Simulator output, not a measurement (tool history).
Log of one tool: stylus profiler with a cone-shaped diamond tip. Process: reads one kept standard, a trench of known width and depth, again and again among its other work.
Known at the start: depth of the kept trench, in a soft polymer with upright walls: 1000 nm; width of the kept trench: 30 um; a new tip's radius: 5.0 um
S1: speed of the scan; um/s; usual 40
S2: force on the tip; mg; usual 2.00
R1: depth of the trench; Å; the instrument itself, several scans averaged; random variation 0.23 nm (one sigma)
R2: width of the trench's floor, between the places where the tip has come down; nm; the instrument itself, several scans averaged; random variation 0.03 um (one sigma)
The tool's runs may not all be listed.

Run 1, hour 0.0: usual settings. Result: R1 10157.8 Å, R2 21900 nm.
Run 2, hour 34.0: usual settings. Result: R1 10157.1 Å, R2 21860 nm.
Run 3, hour 76.1: usual settings but S2 4.21 mg. Result: R1 10240.4 Å, R2 21900 nm.
Run 4, hour 139.1: usual settings. Result: R1 10155.0 Å, R2 21880 nm.
Run 5, hour 197.2: usual settings. Result: R1 10158.3 Å, R2 21890 nm.
Run 6, hour 225.6: usual settings. Result: R1 10162.4 Å, R2 21800 nm.
Run 7, hour 255.9: usual settings but S1 14 um/s, S2 4.60 mg. Result: R1 10259.9 Å, R2 21830 nm.
Run 8, hour 298.1: usual settings but S1 121 um/s, S2 5.62 mg. Result: R1 10287.2 Å, R2 21700 nm.
Run 9, hour 351.0: usual settings but S2 0.99 mg. Result: R1 10115.0 Å, R2 21620 nm.
Run 10, hour 377.3: usual settings but S2 0.99 mg. Result: R1 10113.1 Å, R2 21700 nm.

5 ways to go on from here, each from the tool as it stands after run 10. What would each give?
Run A, hour 405.5: usual settings but S1 32 um/s. Result: R1 ?, R2 ?.
Run B, hour 405.5: usual settings but S1 39 um/s, S2 2.73 mg. Result: R1 ?, R2 ?.
Run C, hour 405.5: usual settings but S1 89 um/s. Result: R1 ?, R2 ?.
Run D, hour 405.5: usual settings but S1 64 um/s, S2 3.97 mg. Result: R1 ?, R2 ?.
Run E, hour 405.5: usual settings but S1 15 um/s. Result: R1 ?, R2 ?.

run       R1     R2
  A  10160.2  21660
  B  10193.7  21710
  C  10159.8  21650
  D  10236.0  21680
  E  10160.4  21720
Without the tool's hidden state the same runs would have given:
run       R1     R2
  A  10130.1  23900
  B  10163.5  23950
  C  10129.7  23880
  D  10205.7  23920
  E  10130.3  23960

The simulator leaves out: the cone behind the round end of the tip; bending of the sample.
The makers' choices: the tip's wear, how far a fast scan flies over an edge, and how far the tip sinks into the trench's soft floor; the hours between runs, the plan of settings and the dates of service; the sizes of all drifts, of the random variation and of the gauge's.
